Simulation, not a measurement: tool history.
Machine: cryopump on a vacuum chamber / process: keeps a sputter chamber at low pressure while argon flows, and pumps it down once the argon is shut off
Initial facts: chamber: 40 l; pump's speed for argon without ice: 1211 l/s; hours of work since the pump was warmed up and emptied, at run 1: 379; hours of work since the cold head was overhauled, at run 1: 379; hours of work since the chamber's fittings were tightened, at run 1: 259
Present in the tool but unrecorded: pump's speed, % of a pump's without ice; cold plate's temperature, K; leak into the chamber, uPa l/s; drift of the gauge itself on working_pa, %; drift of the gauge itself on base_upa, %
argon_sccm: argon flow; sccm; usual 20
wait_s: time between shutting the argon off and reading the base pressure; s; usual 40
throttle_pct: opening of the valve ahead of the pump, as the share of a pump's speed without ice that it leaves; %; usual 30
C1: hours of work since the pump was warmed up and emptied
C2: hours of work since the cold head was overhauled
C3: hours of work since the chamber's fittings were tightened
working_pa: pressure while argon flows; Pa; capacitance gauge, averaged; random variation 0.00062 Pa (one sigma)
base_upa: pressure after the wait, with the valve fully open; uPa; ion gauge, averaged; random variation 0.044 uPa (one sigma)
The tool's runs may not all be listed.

Run 1, hour 0.0: usual settings; C1 379; C2 379; C3 259. Result: working_pa 0.0967 Pa, base_upa 3.17 uPa.
Run 2, hour 16.6: usual settings; C1 388; C2 388; C3 269. Result: working_pa 0.0986 Pa, base_upa 3.14 uPa.
Run 3, hour 26.5: usual settings; C1 394; C2 394; C3 274. Result: working_pa 0.0978 Pa, base_upa 3.13 uPa.
Run 4, hour 33.8: usual settings; C1 398; C2 398; C3 278. Result: working_pa 0.0986 Pa, base_upa 3.31 uPa.
Run 5, hour 43.8: usual settings; C1 404; C2 404; C3 284. Result: working_pa 0.0980 Pa, base_upa 3.15 uPa.
Run 6, hour 58.4: usual settings but argon_sccm 26 sccm; C1 412; C2 412; C3 292. Result: working_pa 0.1283 Pa, base_upa 3.24 uPa.
Run 7, hour 69.6: usual settings but argon_sccm 26 sccm, wait_s 90 s; C1 418; C2 418; C3 298. Result: working_pa 0.1279 Pa, base_upa 1.89 uPa.
Run 8, hour 78.7: usual settings but argon_sccm 26 sccm, wait_s 90 s; C1 423; C2 423; C3 303. Result: working_pa 0.1273 Pa, base_upa 1.98 uPa.
Run 9, hour 94.2: usual settings but argon_sccm 26 sccm, wait_s 90 s, throttle_pct 44 %; C1 432; C2 432; C3 312. Result: working_pa 0.0894 Pa, base_upa 1.96 uPa.
Run 10, hour 107.8: usual settings; C1 439; C2 439; C3 319. Result: working_pa 0.0984 Pa, base_upa 3.40 uPa.
Run 11, hour 119.7: usual settings but wait_s 61 s; C1 446; C2 446; C3 326. Result: working_pa 0.0982 Pa, base_upa 2.44 uPa.
Run 12, hour 134.4: usual settings but wait_s 61 s; C1 454; C2 454; C3 334. Result: working_pa 0.0990 Pa, base_upa 2.53 uPa.
Run 13, hour 151.2: usual settings but argon_sccm 19 sccm; C1 463; C2 463; C3 344. Result: working_pa 0.0944 Pa, base_upa 3.32 uPa.
Run 14, hour 162.0: usual settings; C1 469; C2 469; C3 350. Result: working_pa 0.0989 Pa, base_upa 3.41 uPa.
Run 15, hour 171.0: usual settings but throttle_pct 59 %; C1 474; C2 474; C3 355. Result: working_pa 0.0536 Pa, base_upa 3.40 uPa.
Run 16, hour 185.6: usual settings but throttle_pct 59 %; C1 483; C2 483; C3 363. Result: working_pa 0.0523 Pa, base_upa 3.42 uPa.
Run 17, hour 198.6: usual settings but throttle_pct 59 %; C1 490; C2 490; C3 370. Result: working_pa 0.0542 Pa, base_upa 3.36 uPa.
Run 18, hour 212.7: usual settings but argon_sccm 32 sccm, throttle_pct 39 %; C1 498; C2 498; C3 378. Result: working_pa 0.1260 Pa, base_upa 3.48 uPa.
Run 19, hour 224.0: usual settings but argon_sccm 15 sccm, throttle_pct 39 %; C1 504; C2 504; C3 384. Result: working_pa 0.0582 Pa, base_upa 3.47 uPa.
Run 20, hour 234.1: usual settings but argon_sccm 15 sccm, throttle_pct 39 %; C1 510; C2 510; C3 390. Result: working_pa 0.0591 Pa, base_upa 3.43 uPa.
Run 21, hour 247.5: usual settings but argon_sccm 15 sccm, throttle_pct 39 %; C1 517; C2 517; C3 397. Result: working_pa 0.0590 Pa, base_upa 3.42 uPa.
Run 22, hour 258.5: usual settings but argon_sccm 9 sccm, wait_s 97 s, throttle_pct 21 %; C1 523; C2 523; C3 403. Result: working_pa 0.0619 Pa, base_upa 2.09 uPa.
Run 23, hour 265.8: usual settings but argon_sccm 9 sccm, wait_s 97 s, throttle_pct 21 %; C1 527; C2 527; C3 407. Result: working_pa 0.0635 Pa, base_upa 2.10 uPa.
Run 24, hour 274.9: usual settings but argon_sccm 11 sccm, wait_s 26 s, throttle_pct 20 %; C1 532; C2 532; C3 412. Result: working_pa 0.0798 Pa, base_upa 4.90 uPa.
Run 25, hour 288.1: usual settings but wait_s 42 s; C1 540; C2 540; C3 420. Result: working_pa 0.1002 Pa, base_upa 3.48 uPa.
Run 26, hour 303.3: usual settings but argon_sccm 28 sccm, wait_s 119 s; C1 548; C2 548; C3 428. Result: working_pa 0.1404 Pa, base_upa 1.96 uPa.
Run 27, hour 316.5: usual settings but wait_s 45 s, throttle_pct 45 %; C1 556; C2 556; C3 436. Result: working_pa 0.0709 Pa, base_upa 3.27 uPa.
Run 28, hour 327.2: usual settings but wait_s 97 s, throttle_pct 33 %; C1 562; C2 562; C3 442. Result: working_pa 0.0928 Pa, base_upa 2.19 uPa.
Run 29, hour 343.9: usual settings but wait_s 97 s, throttle_pct 33 %; C1 571; C2 571; C3 451. Result: working_pa 0.0927 Pa, base_upa 2.17 uPa.
Run 30, hour 352.1: usual settings but wait_s 176 s, throttle_pct 25 %; C1 575; C2 575; C3 455. Result: working_pa 0.1186 Pa, base_upa 1.76 uPa.
Run 31, hour 360.2: usual settings but wait_s 176 s, throttle_pct 25 %; C1 580; C2 580; C3 460. Result: working_pa 0.1209 Pa, base_upa 1.78 uPa.
Run 32, hour 377.2: usual settings but argon_sccm 28 sccm, wait_s 136 s, throttle_pct 16 %; C1 589; C2 589; C3 469. Result: working_pa 0.2553 Pa, base_upa 1.99 uPa.
Run 33, hour 392.0: usual settings but argon_sccm 12 sccm, wait_s 136 s, throttle_pct 45 %; C1 598; C2 598; C3 478. Result: working_pa 0.0427 Pa, base_upa 2.01 uPa.
Run 34, hour 406.5: usual settings but argon_sccm 35 sccm; C1 606; C2 606; C3 486. Result: working_pa 0.1756 Pa, base_upa 3.69 uPa.

Pick out some run-to-run changes in working_pa. Of each, how much would a tool without hidden state show as well, from the settings, what came in and chance, and how much is left for the hidden state and any gauge scatter not in both results compared?
Run 18 -> 19: argon_sccm 32 -> 15. working_pa -0.0678 Pa: hidden state -0.0056, all else -0.0622.
Run 31 -> 32: argon_sccm 20 -> 28, wait_s 176 -> 136, throttle_pct 25 -> 16. working_pa +0.1344 Pa: hidden state +0.0033, all else +0.1311.
Run 32 -> 33: argon_sccm 28 -> 12, throttle_pct 16 -> 45. working_pa -0.2126 Pa: hidden state -0.0064, all else -0.2062.
Run 33 -> 34: argon_sccm 12 -> 35, wait_s 136 -> 40, throttle_pct 45 -> 30. working_pa +0.1329 Pa: hidden state +0.0097, all else +0.1232.

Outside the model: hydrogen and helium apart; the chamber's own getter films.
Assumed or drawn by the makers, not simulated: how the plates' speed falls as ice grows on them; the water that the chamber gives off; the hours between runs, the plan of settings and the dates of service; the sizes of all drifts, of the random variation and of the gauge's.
